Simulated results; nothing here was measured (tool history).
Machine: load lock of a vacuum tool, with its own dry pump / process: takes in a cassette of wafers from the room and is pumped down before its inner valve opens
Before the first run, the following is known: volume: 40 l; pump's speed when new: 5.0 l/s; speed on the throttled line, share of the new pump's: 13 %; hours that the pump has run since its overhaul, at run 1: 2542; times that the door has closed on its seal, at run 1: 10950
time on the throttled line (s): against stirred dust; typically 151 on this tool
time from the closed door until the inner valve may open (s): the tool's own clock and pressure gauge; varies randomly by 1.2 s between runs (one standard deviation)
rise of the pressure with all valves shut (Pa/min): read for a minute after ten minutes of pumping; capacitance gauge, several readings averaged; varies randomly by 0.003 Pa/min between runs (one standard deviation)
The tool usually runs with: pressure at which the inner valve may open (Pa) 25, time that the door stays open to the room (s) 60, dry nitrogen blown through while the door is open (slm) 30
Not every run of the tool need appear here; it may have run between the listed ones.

| run | hour | time on the throttled line (s) | pressure at which the inner valve may open (Pa) | time that the door stays open to the room (s) | dry nitrogen blown through while the door is open (slm) | hours that the pump has run since its overhaul | times that the door has closed on its seal | incoming humidity of the room's air, % | time from the closed door until the inner valve may open (s) | rise of the pressure with all valves shut (Pa/min) |
|---|---|---|---|---|---|---|---|---|---|---|
| 1 | 0.0 | 151 | 25 | 60 | 30 | 2542 | 10950 | 43.7 | 198.4 | 0.026 |
| 2 | 98.5 | 151 | 25 | 60 | 30 | 2640 | 11326 | 45.6 | 199.3 | 0.029 |
| 3 | 219.9 | 151 | 25 | 60 | 30 | 2762 | 11789 | 44.8 | 197.8 | 0.026 |
| 4 | 294.0 | 90 | 25 | 60 | 30 | 2836 | 12072 | 45.1 | 146.0 | 0.027 |
| 5 | 353.6 | 151 | 25 | 60 | 30 | 2895 | 12299 | 45.4 | 198.3 | 0.027 |
| 6 | 469.4 | 151 | 25 | 60 | 30 | 3011 | 12742 | 43.9 | 199.6 | 0.023 |
| 7 | 547.9 | 89 | 25 | 60 | 30 | 3090 | 13041 | 45.2 | 145.3 | 0.028 |
| 8 | 620.0 | 89 | 25 | 60 | 30 | 3162 | 13316 | 44.5 | 144.5 | 0.027 |
| 9 | 670.0 | 244 | 39 | 74 | 15 | 3212 | 13507 | 43.7 | 276.5 | 0.036 |
| 10 | 784.3 | 168 | 22 | 162 | 10 | 3326 | 13944 | 45.2 | 213.7 | 0.076 |
| 11 | 849.8 | 151 | 25 | 59 | 30 | 3392 | 14194 | 44.0 | 196.1 | 0.023 |
| 12 | 963.8 | 151 | 25 | 59 | 30 | 3506 | 14629 | 47.1 | 199.3 | 0.023 |

The next listed run, before its measurement:
| 13 | 1071.8 | 148 | 34 | 116 | 23 | 3614 | 15041 | 46.1 | ? | ? |

time from the closed door until the inner valve may open (s): 193.2
rise of the pressure with all valves shut (Pa/min): 0.046
On a tool with no hidden condition, and with the same random variation, this run would have come out at time from the closed door until the inner valve may open (s) 193.2, rise of the pressure with all valves shut (Pa/min) 0.046.
